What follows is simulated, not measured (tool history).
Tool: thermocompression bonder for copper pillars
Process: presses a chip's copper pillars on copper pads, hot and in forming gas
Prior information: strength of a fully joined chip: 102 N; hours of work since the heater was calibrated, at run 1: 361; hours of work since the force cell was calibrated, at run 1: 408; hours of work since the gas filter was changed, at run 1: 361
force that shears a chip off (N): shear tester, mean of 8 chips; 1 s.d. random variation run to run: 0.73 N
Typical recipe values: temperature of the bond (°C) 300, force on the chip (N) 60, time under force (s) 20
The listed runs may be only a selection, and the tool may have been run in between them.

| run | day | temperature of the bond (°C) | force on the chip (N) | time under force (s) | hours of work since the heater was calibrated | hours of work since the force cell was calibrated | hours of work since the gas filter was changed | force that shears a chip off (N) |
|---|---|---|---|---|---|---|---|---|
| 1 | 0.000 | 300 | 60 | 20 | 361 | 408 | 361 | 53.5 |
| 2 | 1.417 | 300 | 60 | 20 | 378 | 425 | 378 | 53.5 |
| 3 | 2.933 | 300 | 60 | 20 | 396 | 443 | 396 | 52.1 |
| 4 | 4.362 | 308 | 60 | 20 | 413 | 460 | 413 | 59.5 |
| 5 | 6.092 | 308 | 60 | 20 | 434 | 481 | 434 | 58.1 |
| 6 | 9.017 | 308 | 60 | 20 | 469 | 516 | 469 | 58.8 |
|  | 10.483 | forming gas filter changed |
| 7 | 11.821 | 308 | 60 | 20 | 502 | 549 | 16 | 59.1 |
| 8 | 14.458 | 300 | 60 | 20 | 534 | 581 | 48 | 49.9 |
| 9 | 16.092 | 300 | 60 | 39 | 554 | 600 | 67 | 65.9 |
| 10 | 18.817 | 300 | 60 | 20 | 586 | 633 | 100 | 53.3 |
| 11 | 20.067 | 300 | 60 | 20 | 601 | 648 | 115 | 54.4 |
| 12 | 22.996 | 313 | 42 | 11 | 636 | 683 | 150 | 40.0 |
| 13 | 25.421 | 313 | 42 | 11 | 665 | 712 | 179 | 39.8 |
|  | 26.942 | force cell calibrated |
| 14 | 27.929 | 313 | 42 | 13 | 695 | 12 | 208 | 42.8 |
| 15 | 29.608 | 309 | 39 | 22 | 715 | 32 | 228 | 46.3 |
| 16 | 30.950 | 324 | 58 | 11 | 731 | 48 | 244 | 55.9 |
| 17 | 32.292 | 300 | 88 | 47 | 747 | 64 | 260 | 81.5 |
| 18 | 34.571 | 300 | 43 | 20 | 774 | 91 | 288 | 41.3 |
| 19 | 36.708 | 313 | 60 | 20 | 800 | 117 | 313 | 62.2 |
| 20 | 38.975 | 320 | 71 | 60 | 827 | 144 | 340 | 89.7 |
| 21 | 40.162 | 320 | 71 | 60 | 841 | 158 | 355 | 89.1 |
| 22 | 42.000 | 326 | 55 | 17 | 863 | 180 | 377 | 64.1 |

5 ways to go on from here, each from the tool as it stands after run 22. What would each give?
| A | 44.325 | 314 | 55 | 33 | 891 | 208 | 404 | ? |
| B | 44.325 | 300 | 50 | 20 | 891 | 208 | 404 | ? |
| C | 44.325 | 300 | 60 | 34 | 891 | 208 | 404 | ? |
| D | 44.325 | 303 | 55 | 18 | 891 | 208 | 404 | ? |
| E | 44.325 | 289 | 56 | 36 | 891 | 208 | 404 | ? |

| run | force that shears a chip off (N) |
|---|---|
| A | 69.3 |
| B | 46.2 |
| C | 62.3 |
| D | 50.7 |
| E | 52.4 |
Take away the tool's hidden state, keep each run's random variation, and the runs would have read:
| run | force that shears a chip off (N) |
|---|---|
| A | 69.6 |
| B | 46.4 |
| C | 62.6 |
| D | 50.9 |
| E | 52.6 |
